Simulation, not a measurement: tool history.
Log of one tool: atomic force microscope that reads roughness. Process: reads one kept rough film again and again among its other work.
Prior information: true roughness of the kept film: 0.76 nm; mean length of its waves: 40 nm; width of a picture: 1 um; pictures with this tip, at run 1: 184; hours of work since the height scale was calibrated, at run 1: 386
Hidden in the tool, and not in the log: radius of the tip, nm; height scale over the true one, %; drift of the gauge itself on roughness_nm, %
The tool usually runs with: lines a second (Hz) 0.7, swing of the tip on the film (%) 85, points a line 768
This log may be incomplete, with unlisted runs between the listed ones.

run	day	lines a second (Hz)	swing of the tip on the film (%)	points a line	pictures with this tip	hours of work since the height scale was calibrated	roughness of the kept film (nm (root mean square))
1	0	0.7	85	768	184	386	0.689
2	0.946	0.7	85	768	210	397	0.685
3	2.062	0.7	85	276	240	411	0.682
# day 2.621: new tip fitted
4	2.883	0.7	85	276	7	420	0.711
5	3.783	0.7	85	276	32	431	0.702
6	4.558	0.643	85	276	53	441	0.696
7	5.446	0.7	65	768	77	451	0.708
8	6.175	0.7	85	435	97	460	0.698
9	7.054	0.7	85	768	121	471	0.688
10	7.575	0.7	85	768	135	477	0.697
11	8.292	0.7	85	768	154	486	0.697
12	8.942	0.7	85	768	172	493	0.684
13	9.788	0.7	85	768	195	504	0.686
14	10.812	0.7	85	768	223	516	0.692
15	11.825	0.7	85	768	250	528	0.674
# day 11.979: new tip fitted
16	12.417	0.7	85	768	12	535	0.717
17	13.067	0.7	85	768	29	543	0.709
18	14.058	0.7	85	768	56	555	0.709
19	14.721	0.7	85	768	74	563	0.704

Run 20 comes next. What will it give?
20	15.221	0.7	60	768	88	569	?

roughness of the kept film (nm (root mean square)): 0.723
The same run, on a tool lacking any hidden state, would have yielded roughness of the kept film (nm (root mean square)) 0.744.
